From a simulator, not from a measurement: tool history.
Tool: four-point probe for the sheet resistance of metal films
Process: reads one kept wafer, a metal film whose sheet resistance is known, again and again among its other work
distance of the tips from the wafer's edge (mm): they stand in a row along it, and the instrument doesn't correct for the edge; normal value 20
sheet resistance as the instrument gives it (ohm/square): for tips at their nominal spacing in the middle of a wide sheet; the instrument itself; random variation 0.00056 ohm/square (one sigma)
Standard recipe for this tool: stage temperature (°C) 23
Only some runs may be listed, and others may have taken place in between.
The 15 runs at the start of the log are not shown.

| run | day | stage temperature (°C) | distance of the tips from the wafer's edge (mm) | sheet resistance as the instrument gives it (ohm/square) |
|---|---|---|---|---|
| 16 | 34.312 | 24 | 51 | 2.860019 |
|  | 35.842 | stage's thermometer calibrated, once more |
| 17 | 36.000 | 24 | 51 | 2.850663 |
| 18 | 38.029 | 23 | 3 | 2.892741 |
| 19 | 40.925 | 23 | 20 | 2.852350 |
| 20 | 42.546 | 23 | 20 | 2.851532 |
| 21 | 45.229 | 29 | 6 | 2.862950 |
| 22 | 47.812 | 23 | 19 | 2.854185 |
| 23 | 49.283 | 23 | 19 | 2.855608 |
| 24 | 52.171 | 24 | 32 | 2.855672 |
| 25 | 53.712 | 20 | 10 | 2.859253 |
| 26 | 55.771 | 20 | 15 | 2.858228 |
| 27 | 57.054 | 25 | 8 | 2.863619 |
| 28 | 59.838 | 28 | 5 | 2.873464 |
| 29 | 61.258 | 23 | 59 | 2.858371 |
| 30 | 63.908 | 23 | 59 | 2.858889 |
| 31 | 65.200 | 23 | 59 | 2.860036 |
| 32 | 67.379 | 28 | 4 | 2.885345 |
| 33 | 69.171 | 28 | 4 | 2.885356 |
| 34 | 70.458 | 32 | 46 | 2.861523 |
|  | 70.888 | new probe head fitted |
| 35 | 72.362 | 27 | 24 | 2.823651 |
| 36 | 75.433 | 25 | 6 | 2.834023 |
| 37 | 76.929 | 25 | 6 | 2.833751 |

Here are 3 independent what-if runs from the current tool condition. What would each one return?
| A | 78.642 | 23 | 12 | ? |
| B | 78.642 | 22 | 30 | ? |
| C | 78.642 | 18 | 59 | ? |

| run | sheet resistance as the instrument gives it (ohm/square) |
|---|---|
| A | 2.828398 |
| B | 2.824791 |
| C | 2.824179 |
Without the tool's unlogged condition, the same runs would have read:
| run | sheet resistance as the instrument gives it (ohm/square) |
|---|---|
| A | 2.819213 |
| B | 2.815604 |
| C | 2.814941 |
